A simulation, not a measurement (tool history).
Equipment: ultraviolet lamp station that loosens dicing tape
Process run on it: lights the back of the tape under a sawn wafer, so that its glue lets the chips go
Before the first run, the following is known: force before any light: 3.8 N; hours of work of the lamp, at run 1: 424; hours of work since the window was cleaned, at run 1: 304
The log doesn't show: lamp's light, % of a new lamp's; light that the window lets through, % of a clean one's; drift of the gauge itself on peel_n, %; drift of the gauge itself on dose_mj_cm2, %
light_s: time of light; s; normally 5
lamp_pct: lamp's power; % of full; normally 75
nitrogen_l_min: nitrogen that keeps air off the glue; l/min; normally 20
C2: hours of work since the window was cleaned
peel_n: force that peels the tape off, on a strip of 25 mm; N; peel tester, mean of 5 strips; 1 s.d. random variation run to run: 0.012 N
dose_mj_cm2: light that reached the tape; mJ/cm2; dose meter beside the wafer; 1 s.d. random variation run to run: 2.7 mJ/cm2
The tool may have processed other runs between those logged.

run 1 hour=0 | light_s=5 lamp_pct=75 nitrogen_l_min=20 | hours_of_work_of_the_lamp=424 C2=304 | peel_n=0.533 dose_mj_cm2=353
run 2 hour=14.1 | light_s=5 lamp_pct=76 nitrogen_l_min=20 | hours_of_work_of_the_lamp=435 C2=315 | peel_n=0.529 dose_mj_cm2=358
run 3 hour=27.5 | light_s=5 lamp_pct=71 nitrogen_l_min=20 | hours_of_work_of_the_lamp=445 C2=325 | peel_n=0.583 dose_mj_cm2=327
run 4 hour=44.1 | light_s=5 lamp_pct=71 nitrogen_l_min=20 | hours_of_work_of_the_lamp=457 C2=337 | peel_n=0.583 dose_mj_cm2=336
-- hour=48.6 window cleaned of glue's vapour
run 5 hour=62.4 | light_s=5 lamp_pct=71 nitrogen_l_min=20 | hours_of_work_of_the_lamp=471 C2=10 | peel_n=0.567 dose_mj_cm2=332
run 6 hour=80 | light_s=5 lamp_pct=71 nitrogen_l_min=20 | hours_of_work_of_the_lamp=484 C2=23 | peel_n=0.594 dose_mj_cm2=330
run 7 hour=88.4 | light_s=5 lamp_pct=71 nitrogen_l_min=20 | hours_of_work_of_the_lamp=490 C2=30 | peel_n=0.593 dose_mj_cm2=333
run 8 hour=102.7 | light_s=5 lamp_pct=75 nitrogen_l_min=8 | hours_of_work_of_the_lamp=501 C2=40 | peel_n=0.848 dose_mj_cm2=353
run 9 hour=116.1 | light_s=5 lamp_pct=75 nitrogen_l_min=20 | hours_of_work_of_the_lamp=511 C2=50 | peel_n=0.544 dose_mj_cm2=353
run 10 hour=134.4 | light_s=5 lamp_pct=75 nitrogen_l_min=20 | hours_of_work_of_the_lamp=524 C2=64 | peel_n=0.569 dose_mj_cm2=351
run 11 hour=145.1 | light_s=5 lamp_pct=68 nitrogen_l_min=20 | hours_of_work_of_the_lamp=532 C2=72 | peel_n=0.634 dose_mj_cm2=317
run 12 hour=155.1 | light_s=5 lamp_pct=75 nitrogen_l_min=20 | hours_of_work_of_the_lamp=540 C2=79 | peel_n=0.516 dose_mj_cm2=352
run 13 hour=169.2 | light_s=5 lamp_pct=75 nitrogen_l_min=20 | hours_of_work_of_the_lamp=550 C2=90 | peel_n=0.565 dose_mj_cm2=354
run 14 hour=179.9 | light_s=5 lamp_pct=82 nitrogen_l_min=20 | hours_of_work_of_the_lamp=558 C2=98 | peel_n=0.448 dose_mj_cm2=386
run 15 hour=190.1 | light_s=7 lamp_pct=75 nitrogen_l_min=20 | hours_of_work_of_the_lamp=566 C2=105 | peel_n=0.327 dose_mj_cm2=496
run 16 hour=205.5 | light_s=5 lamp_pct=75 nitrogen_l_min=20 | hours_of_work_of_the_lamp=577 C2=117 | peel_n=0.531 dose_mj_cm2=353
run 17 hour=215.6 | light_s=5 lamp_pct=75 nitrogen_l_min=20 | hours_of_work_of_the_lamp=585 C2=124 | peel_n=0.525 dose_mj_cm2=350
run 18 hour=228.6 | light_s=5 lamp_pct=75 nitrogen_l_min=20 | hours_of_work_of_the_lamp=594 C2=134 | peel_n=0.563 dose_mj_cm2=350
run 19 hour=237.6 | light_s=7 lamp_pct=75 nitrogen_l_min=20 | hours_of_work_of_the_lamp=601 C2=141 | peel_n=0.325 dose_mj_cm2=485
run 20 hour=247.3 | light_s=7 lamp_pct=75 nitrogen_l_min=20 | hours_of_work_of_the_lamp=608 C2=148 | peel_n=0.332 dose_mj_cm2=489
run 21 hour=265.5 | light_s=7 lamp_pct=75 nitrogen_l_min=20 | hours_of_work_of_the_lamp=622 C2=161 | peel_n=0.324 dose_mj_cm2=489
run 22 hour=282.7 | light_s=7 lamp_pct=75 nitrogen_l_min=20 | hours_of_work_of_the_lamp=635 C2=174 | peel_n=0.325 dose_mj_cm2=489
run 23 hour=301.6 | light_s=5 lamp_pct=86 nitrogen_l_min=11 | hours_of_work_of_the_lamp=649 C2=188 | peel_n=0.592 dose_mj_cm2=401
run 24 hour=310.8 | light_s=6 lamp_pct=92 nitrogen_l_min=14 | hours_of_work_of_the_lamp=655 C2=195 | peel_n=0.354 dose_mj_cm2=521
run 25 hour=324.4 | light_s=5 lamp_pct=78 nitrogen_l_min=20 | hours_of_work_of_the_lamp=666 C2=205 | peel_n=0.534 dose_mj_cm2=364
run 26 hour=335.2 | light_s=5 lamp_pct=78 nitrogen_l_min=20 | hours_of_work_of_the_lamp=674 C2=213 | peel_n=0.494 dose_mj_cm2=364
run 27 hour=348.3 | light_s=5 lamp_pct=85 nitrogen_l_min=20 | hours_of_work_of_the_lamp=683 C2=223 | peel_n=0.462 dose_mj_cm2=403
run 28 hour=363.5 | light_s=9 lamp_pct=61 nitrogen_l_min=11 | hours_of_work_of_the_lamp=695 C2=234 | peel_n=0.379 dose_mj_cm2=517
run 29 hour=378.7 | light_s=5 lamp_pct=70 nitrogen_l_min=6 | hours_of_work_of_the_lamp=706 C2=246 | peel_n=1.006 dose_mj_cm2=325
run 30 hour=390.3 | light_s=9 lamp_pct=61 nitrogen_l_min=20 | hours_of_work_of_the_lamp=715 C2=254 | peel_n=0.311 dose_mj_cm2=514
run 31 hour=406.2 | light_s=9 lamp_pct=61 nitrogen_l_min=20 | hours_of_work_of_the_lamp=727 C2=266 | peel_n=0.308 dose_mj_cm2=511
run 32 hour=416.1 | light_s=9 lamp_pct=61 nitrogen_l_min=20 | hours_of_work_of_the_lamp=734 C2=274 | peel_n=0.304 dose_mj_cm2=512
run 33 hour=429.6 | light_s=2 lamp_pct=71 nitrogen_l_min=13 | hours_of_work_of_the_lamp=744 C2=284 | peel_n=1.828 dose_mj_cm2=134
run 34 hour=441.1 | light_s=5 lamp_pct=96 nitrogen_l_min=34 | hours_of_work_of_the_lamp=753 C2=292 | peel_n=0.304 dose_mj_cm2=447
run 35 hour=457 | light_s=5 lamp_pct=61 nitrogen_l_min=10 | hours_of_work_of_the_lamp=764 C2=304 | peel_n=0.978 dose_mj_cm2=279
run 36 hour=470.9 | light_s=5 lamp_pct=61 nitrogen_l_min=10 | hours_of_work_of_the_lamp=775 C2=314 | peel_n=0.955 dose_mj_cm2=289
run 37 hour=482.2 | light_s=8 lamp_pct=95 nitrogen_l_min=17 | hours_of_work_of_the_lamp=783 C2=323 | peel_n=0.22 dose_mj_cm2=717
run 38 hour=495.9 | light_s=8 lamp_pct=95 nitrogen_l_min=17 | hours_of_work_of_the_lamp=793 C2=333 | peel_n=0.227 dose_mj_cm2=708
-- hour=506.4 window cleaned of glue's vapour
run 39 hour=507.4 | light_s=3 lamp_pct=80 nitrogen_l_min=9 | hours_of_work_of_the_lamp=801 C2=1 | peel_n=1.325 dose_mj_cm2=226
run 40 hour=518.5 | light_s=3 lamp_pct=80 nitrogen_l_min=9 | hours_of_work_of_the_lamp=810 C2=9 | peel_n=1.324 dose_mj_cm2=227
run 41 hour=533.1 | light_s=3 lamp_pct=75 nitrogen_l_min=15 | hours_of_work_of_the_lamp=821 C2=20 | peel_n=1.238 dose_mj_cm2=210
run 42 hour=551.1 | light_s=3 lamp_pct=75 nitrogen_l_min=15 | hours_of_work_of_the_lamp=834 C2=33 | peel_n=1.219 dose_mj_cm2=214
run 43 hour=560.6 | light_s=2 lamp_pct=83 nitrogen_l_min=7 | hours_of_work_of_the_lamp=841 C2=40 | peel_n=1.966 dose_mj_cm2=156

What if the next run were any one of these 3? Each begins from the tool's condition after run 43:
run A hour=576.7 | light_s=5 lamp_pct=80 nitrogen_l_min=20 | hours_of_work_of_the_lamp=853 C2=52 | peel_n=? dose_mj_cm2=?
run B hour=576.7 | light_s=4 lamp_pct=75 nitrogen_l_min=20 | hours_of_work_of_the_lamp=853 C2=52 | peel_n=? dose_mj_cm2=?
run C hour=576.7 | light_s=2 lamp_pct=68 nitrogen_l_min=11 | hours_of_work_of_the_lamp=853 C2=52 | peel_n=? dose_mj_cm2=?

run=A peel_n=0.497 dose_mj_cm2=372
run=B peel_n=0.71 dose_mj_cm2=286
run=C peel_n=1.981 dose_mj_cm2=128
What these runs would have given with no unlogged condition in the tool:
run=A peel_n=0.496 dose_mj_cm2=373
run=B peel_n=0.708 dose_mj_cm2=287
run=C peel_n=1.979 dose_mj_cm2=128

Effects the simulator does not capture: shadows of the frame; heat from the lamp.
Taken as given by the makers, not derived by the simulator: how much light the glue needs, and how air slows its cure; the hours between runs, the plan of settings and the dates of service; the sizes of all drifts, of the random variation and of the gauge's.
